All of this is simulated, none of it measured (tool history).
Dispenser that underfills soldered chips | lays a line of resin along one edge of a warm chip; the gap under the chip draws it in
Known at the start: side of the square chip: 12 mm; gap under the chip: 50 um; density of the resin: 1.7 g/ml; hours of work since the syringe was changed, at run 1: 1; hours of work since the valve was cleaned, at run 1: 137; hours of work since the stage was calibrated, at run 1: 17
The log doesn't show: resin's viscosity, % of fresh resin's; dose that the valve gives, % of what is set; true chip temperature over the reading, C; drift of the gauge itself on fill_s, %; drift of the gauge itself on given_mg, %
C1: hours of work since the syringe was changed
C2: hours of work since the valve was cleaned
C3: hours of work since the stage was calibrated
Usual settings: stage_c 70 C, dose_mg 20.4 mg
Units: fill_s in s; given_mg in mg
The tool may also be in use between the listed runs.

{"run": 1, "day": 0.0, "stage_c": 70, "dose_mg": 20.4, "C1": 1, "C2": 137, "C3": 17, "fill_s": 71.4, "given_mg": 18.99}
{"run": 2, "day": 0.117, "stage_c": 70, "dose_mg": 20.4, "C1": 3, "C2": 139, "C3": 19, "fill_s": 80.7, "given_mg": 18.9}
{"run": 3, "day": 0.292, "stage_c": 70, "dose_mg": 20.4, "C1": 6, "C2": 142, "C3": 22, "fill_s": 101.6, "given_mg": 18.89}
{"day": 0.396, "done": "dispensing valve cleaned and set on the balance"}
{"run": 4, "day": 0.483, "stage_c": 70, "dose_mg": 20.4, "C1": 8, "C2": 1, "C3": 24, "fill_s": 123.9, "given_mg": 20.31}
{"day": 0.512, "done": "new syringe of resin"}
{"run": 5, "day": 0.642, "stage_c": 70, "dose_mg": 20.4, "C1": 2, "C2": 4, "C3": 27, "fill_s": 74.7, "given_mg": 20.4}
{"run": 6, "day": 0.742, "stage_c": 75, "dose_mg": 20.4, "C1": 4, "C2": 5, "C3": 28, "fill_s": 68.4, "given_mg": 20.21}
{"run": 7, "day": 0.888, "stage_c": 67, "dose_mg": 20.4, "C1": 6, "C2": 8, "C3": 30, "fill_s": 116.9, "given_mg": 20.19}
{"run": 8, "day": 1.0, "stage_c": 56, "dose_mg": 20.2, "C1": 8, "C2": 9, "C3": 32, "fill_s": 235.0, "given_mg": 20.12}
{"day": 1.029, "done": "new syringe of resin"}
{"run": 9, "day": 1.142, "stage_c": 78, "dose_mg": 21.4, "C1": 2, "C2": 12, "C3": 34, "fill_s": 51.6, "given_mg": 21.4}
{"run": 10, "day": 1.25, "stage_c": 70, "dose_mg": 24.8, "C1": 4, "C2": 13, "C3": 36, "fill_s": 84.9, "given_mg": 24.48}
{"run": 11, "day": 1.404, "stage_c": 70, "dose_mg": 24.8, "C1": 6, "C2": 16, "C3": 38, "fill_s": 104.3, "given_mg": 24.63}
{"day": 1.546, "done": "new syringe of resin"}
{"run": 12, "day": 1.554, "stage_c": 70, "dose_mg": 20.7, "C1": 0, "C2": 18, "C3": 41, "fill_s": 66.0, "given_mg": 20.51}
{"run": 13, "day": 1.721, "stage_c": 70, "dose_mg": 20.7, "C1": 3, "C2": 21, "C3": 43, "fill_s": 81.4, "given_mg": 20.61}

Forecast each of these 3 alternatives for the next run:
{"run": "A", "day": 1.9, "stage_c": 82, "dose_mg": 25.0, "C1": 6, "C2": 23, "C3": 46, "fill_s": "?", "given_mg": "?"}
{"run": "B", "day": 1.9, "stage_c": 57, "dose_mg": 23.7, "C1": 6, "C2": 23, "C3": 46, "fill_s": "?", "given_mg": "?"}
{"run": "C", "day": 1.9, "stage_c": 62, "dose_mg": 24.7, "C1": 6, "C2": 23, "C3": 46, "fill_s": "?", "given_mg": "?"}

run=A fill_s=58.8 given_mg=24.71
run=B fill_s=185.5 given_mg=23.23
run=C fill_s=147.2 given_mg=24.58
Without the tool's hidden state the same runs would have given:
run=A fill_s=38.5 given_mg=25.01
run=B fill_s=121.3 given_mg=23.51
run=C fill_s=96.3 given_mg=24.88
